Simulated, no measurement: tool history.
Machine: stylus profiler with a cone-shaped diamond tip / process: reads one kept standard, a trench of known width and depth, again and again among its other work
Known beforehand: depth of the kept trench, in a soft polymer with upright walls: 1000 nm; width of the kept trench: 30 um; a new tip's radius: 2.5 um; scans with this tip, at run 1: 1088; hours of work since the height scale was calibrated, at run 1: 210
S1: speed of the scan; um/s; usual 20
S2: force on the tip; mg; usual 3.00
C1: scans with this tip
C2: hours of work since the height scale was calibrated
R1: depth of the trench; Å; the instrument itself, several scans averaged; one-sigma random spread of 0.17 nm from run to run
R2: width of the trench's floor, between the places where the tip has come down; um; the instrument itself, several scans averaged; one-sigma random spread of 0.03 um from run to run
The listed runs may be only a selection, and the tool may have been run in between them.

run	hour	S1	S2	C1	C2	R1	R2
1	0.0	20	3.00	1088	210	10157.8	25.71
2	7.1	20	2.97	1105	214	10153.4	25.69
3	17.6	20	1.03	1132	219	10076.6	25.64
4	33.0	20	1.03	1171	227	10080.7	25.66
5	41.2	20	1.03	1192	231	10075.5	25.65
6	55.1	25	1.03	1227	237	10076.0	25.65
7	70.9	25	1.03	1267	245	10075.9	25.61
8	87.2	51	3.00	1308	253	10156.6	25.55
9	99.5	11	3.00	1339	259	10157.7	25.60
10	112.9	8	3.00	1373	266	10153.7	25.64
11	128.7	8	3.00	1413	273	10154.7	25.68
12	139.1	20	1.12	1439	279	10080.0	25.54
13	153.1	20	3.00	1475	285	10155.4	25.64
14	168.2	20	3.00	1513	293	10155.2	25.58
15	179.9	20	3.00	1542	298	10156.9	25.57
16	192.0	19	1.13	1573	304	10082.4	25.56
17	207.9	19	1.13	1613	312	10083.6	25.49
18	224.4	5	2.12	1655	320	10123.7	25.64
19	240.6	8	3.00	1696	328	10156.7	25.53
20	249.0	5	5.37	1717	332	10231.3	25.55
21	265.2	6	1.03	1758	340	10076.4	25.64
22	273.4	20	3.31	1779	344	10168.9	25.50
23	289.6	6	2.99	1820	352	10161.0	25.52
24	296.5	38	6.62	1837	356	10269.9	25.47
25	304.9	6	8.93	1858	360	10325.8	25.59
26	318.2	5	1.70	1892	366	10107.0	25.51
27	327.6	8	2.97	1916	371	10156.9	25.44
28	338.7	46	2.48	1944	376	10138.0	25.39
29	354.2	46	2.48	1983	384	10142.1	25.33
30	367.7	6	4.73	2017	390	10214.9	25.44

Each row is a separate what-if for the run after 30, all from the same tool condition, not one after another. Results?
A	383.7	72	3.19	2058	398	?	?
B	383.7	8	3.89	2058	398	?	?
C	383.7	30	1.20	2058	398	?	?
D	383.7	6	1.11	2058	398	?	?
E	383.7	15	2.33	2058	398	?	?

run	R1	R2
A	10166.7	25.32
B	10186.4	25.54
C	10085.9	25.42
D	10082.0	25.47
E	10132.6	25.40
Had the tool no hidden state, the same runs would have come out as:
run	R1	R2
A	10163.5	25.85
B	10183.2	26.08
C	10082.7	25.96
D	10078.8	26.01
E	10129.4	25.94

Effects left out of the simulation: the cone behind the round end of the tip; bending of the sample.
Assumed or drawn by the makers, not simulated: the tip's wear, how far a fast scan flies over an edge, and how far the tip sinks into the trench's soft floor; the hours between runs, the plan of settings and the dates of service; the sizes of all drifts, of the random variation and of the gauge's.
